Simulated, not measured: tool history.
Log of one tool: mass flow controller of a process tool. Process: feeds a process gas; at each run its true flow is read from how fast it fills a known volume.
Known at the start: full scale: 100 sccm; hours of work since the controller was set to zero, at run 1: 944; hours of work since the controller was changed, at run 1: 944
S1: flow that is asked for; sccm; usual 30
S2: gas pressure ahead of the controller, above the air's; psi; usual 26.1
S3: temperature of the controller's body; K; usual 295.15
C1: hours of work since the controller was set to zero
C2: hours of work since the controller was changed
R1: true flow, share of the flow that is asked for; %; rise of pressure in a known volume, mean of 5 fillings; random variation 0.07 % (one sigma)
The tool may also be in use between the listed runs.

{"run": 1, "hour": 0.0, "S1": 30, "S2": 26.1, "S3": 295.15, "C1": 944, "C2": 944, "R1": 97.92}
{"run": 2, "hour": 77.6, "S1": 30, "S2": 26.1, "S3": 295.15, "C1": 979, "C2": 979, "R1": 97.86}
{"run": 3, "hour": 131.5, "S1": 30, "S2": 26.1, "S3": 295.15, "C1": 1003, "C2": 1003, "R1": 97.87}
{"run": 4, "hour": 229.0, "S1": 30, "S2": 25.8, "S3": 295.15, "C1": 1046, "C2": 1046, "R1": 97.86}
{"run": 5, "hour": 295.3, "S1": 30, "S2": 25.8, "S3": 295.15, "C1": 1075, "C2": 1075, "R1": 97.97}
{"run": 6, "hour": 357.1, "S1": 30, "S2": 25.8, "S3": 295.15, "C1": 1102, "C2": 1102, "R1": 97.8}
{"run": 7, "hour": 462.5, "S1": 30, "S2": 25.8, "S3": 295.15, "C1": 1149, "C2": 1149, "R1": 97.82}
{"run": 8, "hour": 541.2, "S1": 30, "S2": 25.8, "S3": 295.15, "C1": 1184, "C2": 1184, "R1": 97.8}
{"run": 9, "hour": 616.2, "S1": 30, "S2": 25.8, "S3": 295.15, "C1": 1217, "C2": 1217, "R1": 97.78}
{"run": 10, "hour": 736.3, "S1": 30, "S2": 25.8, "S3": 295.15, "C1": 1270, "C2": 1270, "R1": 97.75}
{"run": 11, "hour": 813.1, "S1": 30, "S2": 25.8, "S3": 295.15, "C1": 1304, "C2": 1304, "R1": 97.69}
{"run": 12, "hour": 908.1, "S1": 30, "S2": 26.1, "S3": 295.15, "C1": 1346, "C2": 1346, "R1": 97.72}
{"run": 13, "hour": 986.7, "S1": 30, "S2": 26.1, "S3": 294.15, "C1": 1381, "C2": 1381, "R1": 97.63}
{"run": 14, "hour": 1058.1, "S1": 30, "S2": 26.1, "S3": 295.15, "C1": 1413, "C2": 1413, "R1": 97.59}
{"run": 15, "hour": 1139.6, "S1": 30, "S2": 26.1, "S3": 295.15, "C1": 1449, "C2": 1449, "R1": 97.57}
{"run": 16, "hour": 1241.7, "S1": 82, "S2": 26.1, "S3": 295.15, "C1": 1494, "C2": 1494, "R1": 99.03}
{"run": 17, "hour": 1312.5, "S1": 17, "S2": 26.1, "S3": 295.15, "C1": 1525, "C2": 1525, "R1": 97.07}
{"run": 18, "hour": 1390.7, "S1": 30, "S2": 26.1, "S3": 295.15, "C1": 1560, "C2": 1560, "R1": 97.5}
{"run": 19, "hour": 1486.6, "S1": 30, "S2": 26.1, "S3": 295.15, "C1": 1602, "C2": 1602, "R1": 97.37}
{"run": 20, "hour": 1562.6, "S1": 30, "S2": 26.1, "S3": 295.15, "C1": 1636, "C2": 1636, "R1": 97.38}
{"run": 21, "hour": 1617.7, "S1": 30, "S2": 34.1, "S3": 295.15, "C1": 1661, "C2": 1661, "R1": 97.31}
{"run": 22, "hour": 1682.0, "S1": 30, "S2": 26.1, "S3": 304.15, "C1": 1689, "C2": 1689, "R1": 96.81}
{"run": 23, "hour": 1793.8, "S1": 21, "S2": 26.1, "S3": 295.15, "C1": 1738, "C2": 1738, "R1": 97.07}
{"run": 24, "hour": 1907.5, "S1": 30, "S2": 24.5, "S3": 295.15, "C1": 1789, "C2": 1789, "R1": 97.23}
{"run": 25, "hour": 1972.9, "S1": 30, "S2": 24.5, "S3": 295.15, "C1": 1818, "C2": 1818, "R1": 97.32}
{"run": 26, "hour": 2033.2, "S1": 30, "S2": 33.9, "S3": 295.15, "C1": 1844, "C2": 1844, "R1": 97.05}
{"run": 27, "hour": 2135.6, "S1": 63, "S2": 29.0, "S3": 295.15, "C1": 1890, "C2": 1890, "R1": 98.04}
{"run": 28, "hour": 2222.9, "S1": 31, "S2": 25.1, "S3": 301.15, "C1": 1928, "C2": 1928, "R1": 96.83}
{"run": 29, "hour": 2284.2, "S1": 41, "S2": 25.1, "S3": 301.15, "C1": 1956, "C2": 1956, "R1": 97.08}
{"run": 30, "hour": 2362.1, "S1": 56, "S2": 30.0, "S3": 295.15, "C1": 1990, "C2": 1990, "R1": 97.75}
{"run": 31, "hour": 2481.5, "S1": 91, "S2": 30.0, "S3": 295.15, "C1": 2043, "C2": 2043, "R1": 98.84}
{"run": 32, "hour": 2560.9, "S1": 38, "S2": 35.2, "S3": 296.15, "C1": 2078, "C2": 2078, "R1": 97.06}
{"run": 33, "hour": 2619.9, "S1": 21, "S2": 24.8, "S3": 312.15, "C1": 2104, "C2": 2104, "R1": 95.58}
{"run": 34, "hour": 2714.3, "S1": 70, "S2": 24.8, "S3": 301.15, "C1": 2146, "C2": 2146, "R1": 97.84}
{"run": 35, "hour": 2778.7, "S1": 70, "S2": 23.5, "S3": 307.15, "C1": 2175, "C2": 2175, "R1": 97.47}
{"run": 36, "hour": 2877.0, "S1": 72, "S2": 21.0, "S3": 295.15, "C1": 2218, "C2": 2218, "R1": 98.26}
{"run": 37, "hour": 2993.6, "S1": 72, "S2": 21.0, "S3": 295.15, "C1": 2270, "C2": 2270, "R1": 98.2}
{"run": 38, "hour": 3076.5, "S1": 30, "S2": 28.3, "S3": 312.15, "C1": 2306, "C2": 2306, "R1": 95.68}
{"run": 39, "hour": 3168.6, "S1": 34, "S2": 26.1, "S3": 311.15, "C1": 2347, "C2": 2347, "R1": 95.94}
{"run": 40, "hour": 3248.9, "S1": 25, "S2": 28.6, "S3": 298.15, "C1": 2383, "C2": 2383, "R1": 96.32}
{"run": 41, "hour": 3367.6, "S1": 73, "S2": 29.3, "S3": 306.15, "C1": 2435, "C2": 2435, "R1": 97.2}
{"hour": 3396.7, "done": "gauge calibrated"}
{"run": 42, "hour": 3451.3, "S1": 73, "S2": 29.3, "S3": 306.15, "C1": 2472, "C2": 2472, "R1": 98.47}
{"run": 43, "hour": 3534.7, "S1": 64, "S2": 37.0, "S3": 306.15, "C1": 2509, "C2": 2509, "R1": 98.23}
{"run": 44, "hour": 3625.0, "S1": 19, "S2": 33.5, "S3": 301.15, "C1": 2549, "C2": 2549, "R1": 97.19}
{"run": 45, "hour": 3732.5, "S1": 19, "S2": 33.5, "S3": 301.15, "C1": 2597, "C2": 2597, "R1": 97.18}
{"run": 46, "hour": 3845.8, "S1": 30, "S2": 26.1, "S3": 301.15, "C1": 2647, "C2": 2647, "R1": 97.58}
{"run": 47, "hour": 3976.6, "S1": 11, "S2": 26.1, "S3": 311.15, "C1": 2705, "C2": 2705, "R1": 96.23}
{"run": 48, "hour": 4040.2, "S1": 11, "S2": 33.8, "S3": 296.15, "C1": 2733, "C2": 2733, "R1": 97.04}

Measured less the same run without the tool's hidden state. The same run-to-run variation is in both; the gauge's scatter may not be:
The hidden state here: flow at rest that the sensor doesn't see, % of full scale; true flow over the shown one, %; drift of the gauge itself on true_pct, %.
run=1 R1=+0.00
run=2 R1=-0.03
run=3 R1=-0.05
run=4 R1=-0.09
run=5 R1=-0.11
run=6 R1=-0.14
run=7 R1=-0.18
run=8 R1=-0.21
run=9 R1=-0.24
run=10 R1=-0.29
run=11 R1=-0.31
run=12 R1=-0.35
run=13 R1=-0.38
run=14 R1=-0.41
run=15 R1=-0.44
run=16 R1=-0.48
run=17 R1=-0.51
run=18 R1=-0.54
run=19 R1=-0.57
run=20 R1=-0.60
run=21 R1=-0.62
run=22 R1=-0.65
run=23 R1=-0.69
run=24 R1=-0.74
run=25 R1=-0.77
run=26 R1=-0.78
run=27 R1=-0.83
run=28 R1=-0.86
run=29 R1=-0.88
run=30 R1=-0.92
run=31 R1=-0.97
run=32 R1=-0.98
run=33 R1=-1.00
run=34 R1=-1.05
run=35 R1=-1.08
run=36 R1=-1.13
run=37 R1=-1.17
run=38 R1=-1.17
run=39 R1=-1.21
run=40 R1=-1.25
run=41 R1=-1.30
run=42 R1=-0.02
run=43 R1=-0.05
run=44 R1=-0.09
run=45 R1=-0.14
run=46 R1=-0.18
run=47 R1=-0.23
run=48 R1=-0.26

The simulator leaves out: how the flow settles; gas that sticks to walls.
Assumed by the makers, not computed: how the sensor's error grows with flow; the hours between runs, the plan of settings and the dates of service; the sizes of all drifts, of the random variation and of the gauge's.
